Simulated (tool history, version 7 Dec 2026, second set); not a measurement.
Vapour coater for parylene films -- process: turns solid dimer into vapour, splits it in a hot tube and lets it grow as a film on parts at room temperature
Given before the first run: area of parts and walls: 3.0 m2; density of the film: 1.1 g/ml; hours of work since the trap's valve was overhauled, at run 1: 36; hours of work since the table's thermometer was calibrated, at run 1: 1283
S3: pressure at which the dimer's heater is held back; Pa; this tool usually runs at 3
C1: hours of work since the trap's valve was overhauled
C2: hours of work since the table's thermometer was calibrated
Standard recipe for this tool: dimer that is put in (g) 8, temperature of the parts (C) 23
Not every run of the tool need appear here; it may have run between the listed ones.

run 1 hour=0 | dimer_that_is_put_in_(g)=8 temperature_of_the_parts_(C)=23 S3=3 | C1=36 C2=1283 | thickness_of_the_film_(um)=1.93
run 2 hour=39.1 | dimer_that_is_put_in_(g)=8 temperature_of_the_parts_(C)=23 S3=3 | C1=61 C2=1309 | thickness_of_the_film_(um)=1.91
run 3 hour=91.7 | dimer_that_is_put_in_(g)=8 temperature_of_the_parts_(C)=23 S3=3 | C1=96 C2=1344 | thickness_of_the_film_(um)=1.96
-- hour=117.8 table's thermometer calibrated
run 4 hour=125.2 | dimer_that_is_put_in_(g)=8 temperature_of_the_parts_(C)=23 S3=3 | C1=118 C2=5 | thickness_of_the_film_(um)=1.97
run 5 hour=164.2 | dimer_that_is_put_in_(g)=8 temperature_of_the_parts_(C)=23 S3=3 | C1=143 C2=31 | thickness_of_the_film_(um)=1.95
run 6 hour=233.7 | dimer_that_is_put_in_(g)=8 temperature_of_the_parts_(C)=28 S3=3 | C1=189 C2=77 | thickness_of_the_film_(um)=1.52
run 7 hour=301.9 | dimer_that_is_put_in_(g)=8 temperature_of_the_parts_(C)=28 S3=3 | C1=235 C2=122 | thickness_of_the_film_(um)=1.57
run 8 hour=355.4 | dimer_that_is_put_in_(g)=8 temperature_of_the_parts_(C)=28 S3=3 | C1=270 C2=157 | thickness_of_the_film_(um)=1.54
run 9 hour=400.1 | dimer_that_is_put_in_(g)=8 temperature_of_the_parts_(C)=28 S3=3 | C1=299 C2=187 | thickness_of_the_film_(um)=1.54
run 10 hour=444.5 | dimer_that_is_put_in_(g)=8 temperature_of_the_parts_(C)=28 S3=3 | C1=329 C2=216 | thickness_of_the_film_(um)=1.57
run 11 hour=487.3 | dimer_that_is_put_in_(g)=8 temperature_of_the_parts_(C)=28 S3=3 | C1=357 C2=244 | thickness_of_the_film_(um)=1.56
run 12 hour=555.1 | dimer_that_is_put_in_(g)=8 temperature_of_the_parts_(C)=28 S3=3 | C1=402 C2=289 | thickness_of_the_film_(um)=1.52
run 13 hour=618.8 | dimer_that_is_put_in_(g)=8 temperature_of_the_parts_(C)=28 S3=3 | C1=444 C2=331 | thickness_of_the_film_(um)=1.59
run 14 hour=657.6 | dimer_that_is_put_in_(g)=8 temperature_of_the_parts_(C)=15 S3=3 | C1=470 C2=357 | thickness_of_the_film_(um)=2.39
run 15 hour=694.6 | dimer_that_is_put_in_(g)=8 temperature_of_the_parts_(C)=15 S3=3 | C1=494 C2=382 | thickness_of_the_film_(um)=2.38
-- hour=703.1 trap's valve overhauled
run 16 hour=739.6 | dimer_that_is_put_in_(g)=8 temperature_of_the_parts_(C)=21 S3=3 | C1=24 C2=409 | thickness_of_the_film_(um)=2.08
run 17 hour=792.1 | dimer_that_is_put_in_(g)=8 temperature_of_the_parts_(C)=21 S3=3 | C1=59 C2=443 | thickness_of_the_film_(um)=2.16
run 18 hour=853.4 | dimer_that_is_put_in_(g)=8 temperature_of_the_parts_(C)=21 S3=3 | C1=99 C2=484 | thickness_of_the_film_(um)=2.16
run 19 hour=895.7 | dimer_that_is_put_in_(g)=8 temperature_of_the_parts_(C)=23 S3=3 | C1=127 C2=512 | thickness_of_the_film_(um)=1.99
run 20 hour=935.8 | dimer_that_is_put_in_(g)=8 temperature_of_the_parts_(C)=23 S3=3 | C1=154 C2=539 | thickness_of_the_film_(um)=1.93
run 21 hour=980 | dimer_that_is_put_in_(g)=8 temperature_of_the_parts_(C)=23 S3=3 | C1=183 C2=568 | thickness_of_the_film_(um)=1.92
run 22 hour=1025.5 | dimer_that_is_put_in_(g)=8 temperature_of_the_parts_(C)=23 S3=3 | C1=213 C2=598 | thickness_of_the_film_(um)=1.96
run 23 hour=1063.8 | dimer_that_is_put_in_(g)=8 temperature_of_the_parts_(C)=23 S3=3 | C1=239 C2=623 | thickness_of_the_film_(um)=1.97
run 24 hour=1096.2 | dimer_that_is_put_in_(g)=14 temperature_of_the_parts_(C)=22 S3=5.78 | C1=260 C2=645 | thickness_of_the_film_(um)=3.19
run 25 hour=1125.6 | dimer_that_is_put_in_(g)=14 temperature_of_the_parts_(C)=22 S3=5.78 | C1=279 C2=664 | thickness_of_the_film_(um)=3.15
run 26 hour=1179.6 | dimer_that_is_put_in_(g)=3 temperature_of_the_parts_(C)=28 S3=5.78 | C1=315 C2=700 | thickness_of_the_film_(um)=0.51
run 27 hour=1210.8 | dimer_that_is_put_in_(g)=3 temperature_of_the_parts_(C)=23 S3=3 | C1=336 C2=720 | thickness_of_the_film_(um)=0.72
run 28 hour=1260.3 | dimer_that_is_put_in_(g)=3 temperature_of_the_parts_(C)=23 S3=3 | C1=369 C2=753 | thickness_of_the_film_(um)=0.71
run 29 hour=1321.4 | dimer_that_is_put_in_(g)=3 temperature_of_the_parts_(C)=23 S3=4.36 | C1=409 C2=794 | thickness_of_the_film_(um)=0.7
run 30 hour=1359.9 | dimer_that_is_put_in_(g)=5 temperature_of_the_parts_(C)=23 S3=6.16 | C1=434 C2=819 | thickness_of_the_film_(um)=1.03
run 31 hour=1413.7 | dimer_that_is_put_in_(g)=5 temperature_of_the_parts_(C)=23 S3=6.16 | C1=470 C2=855 | thickness_of_the_film_(um)=1.07
-- hour=1457.6 trap's valve overhauled
run 32 hour=1485.2 | dimer_that_is_put_in_(g)=9 temperature_of_the_parts_(C)=23 S3=3.54 | C1=18 C2=899 | thickness_of_the_film_(um)=2.12
run 33 hour=1546.2 | dimer_that_is_put_in_(g)=4 temperature_of_the_parts_(C)=25 S3=11.76 | C1=59 C2=940 | thickness_of_the_film_(um)=0.7
run 34 hour=1587.4 | dimer_that_is_put_in_(g)=4 temperature_of_the_parts_(C)=25 S3=8.77 | C1=86 C2=967 | thickness_of_the_film_(um)=0.78
run 35 hour=1629.2 | dimer_that_is_put_in_(g)=4 temperature_of_the_parts_(C)=25 S3=8.77 | C1=113 C2=995 | thickness_of_the_film_(um)=0.77
run 36 hour=1670.5 | dimer_that_is_put_in_(g)=5 temperature_of_the_parts_(C)=26 S3=2.81 | C1=141 C2=1022 | thickness_of_the_film_(um)=1.06
run 37 hour=1714.1 | dimer_that_is_put_in_(g)=8 temperature_of_the_parts_(C)=29 S3=3 | C1=170 C2=1051 | thickness_of_the_film_(um)=1.46
run 38 hour=1744.9 | dimer_that_is_put_in_(g)=5 temperature_of_the_parts_(C)=29 S3=8.97 | C1=190 C2=1071 | thickness_of_the_film_(um)=0.79
run 39 hour=1776.2 | dimer_that_is_put_in_(g)=5 temperature_of_the_parts_(C)=29 S3=8.97 | C1=211 C2=1092 | thickness_of_the_film_(um)=0.75
run 40 hour=1828.3 | dimer_that_is_put_in_(g)=5 temperature_of_the_parts_(C)=29 S3=8.97 | C1=245 C2=1126 | thickness_of_the_film_(um)=0.74
run 41 hour=1878.7 | dimer_that_is_put_in_(g)=5 temperature_of_the_parts_(C)=29 S3=4.5 | C1=279 C2=1160 | thickness_of_the_film_(um)=0.84
run 42 hour=1912.7 | dimer_that_is_put_in_(g)=5 temperature_of_the_parts_(C)=29 S3=4.5 | C1=301 C2=1182 | thickness_of_the_film_(um)=0.86
run 43 hour=1948.8 | dimer_that_is_put_in_(g)=5 temperature_of_the_parts_(C)=29 S3=4.5 | C1=325 C2=1206 | thickness_of_the_film_(um)=0.87
run 44 hour=2016.1 | dimer_that_is_put_in_(g)=8 temperature_of_the_parts_(C)=32 S3=3 | C1=369 C2=1250 | thickness_of_the_film_(um)=1.28
run 45 hour=2082.8 | dimer_that_is_put_in_(g)=8 temperature_of_the_parts_(C)=32 S3=3 | C1=414 C2=1295 | thickness_of_the_film_(um)=1.31
run 46 hour=2138.4 | dimer_that_is_put_in_(g)=8 temperature_of_the_parts_(C)=32 S3=3 | C1=450 C2=1331 | thickness_of_the_film_(um)=1.3

4 ways to go on from here, each from the tool as it stands after run 46. What would each give?
-- hour=2182.3 table's thermometer calibrated
run A hour=2182.3 | dimer_that_is_put_in_(g)=6 temperature_of_the_parts_(C)=31 S3=2.91 | C1=479 C2=0 | thickness_of_the_film_(um)=?
-- hour=2182.3 table's thermometer calibrated
run B hour=2182.3 | dimer_that_is_put_in_(g)=8 temperature_of_the_parts_(C)=32 S3=10.72 | C1=479 C2=0 | thickness_of_the_film_(um)=?
-- hour=2182.3 table's thermometer calibrated
run C hour=2182.3 | dimer_that_is_put_in_(g)=8 temperature_of_the_parts_(C)=32 S3=4.89 | C1=479 C2=0 | thickness_of_the_film_(um)=?
-- hour=2182.3 table's thermometer calibrated
run D hour=2182.3 | dimer_that_is_put_in_(g)=8 temperature_of_the_parts_(C)=34 S3=3 | C1=479 C2=0 | thickness_of_the_film_(um)=?

run=A thickness_of_the_film_(um)=1.04
run=B thickness_of_the_film_(um)=1.04
run=C thickness_of_the_film_(um)=1.18
run=D thickness_of_the_film_(um)=1.17
Take away the tool's hidden state, keep each run's random variation, and the runs would have read:
run=A thickness_of_the_film_(um)=1.05
run=B thickness_of_the_film_(um)=1.04
run=C thickness_of_the_film_(um)=1.18
run=D thickness_of_the_film_(um)=1.17
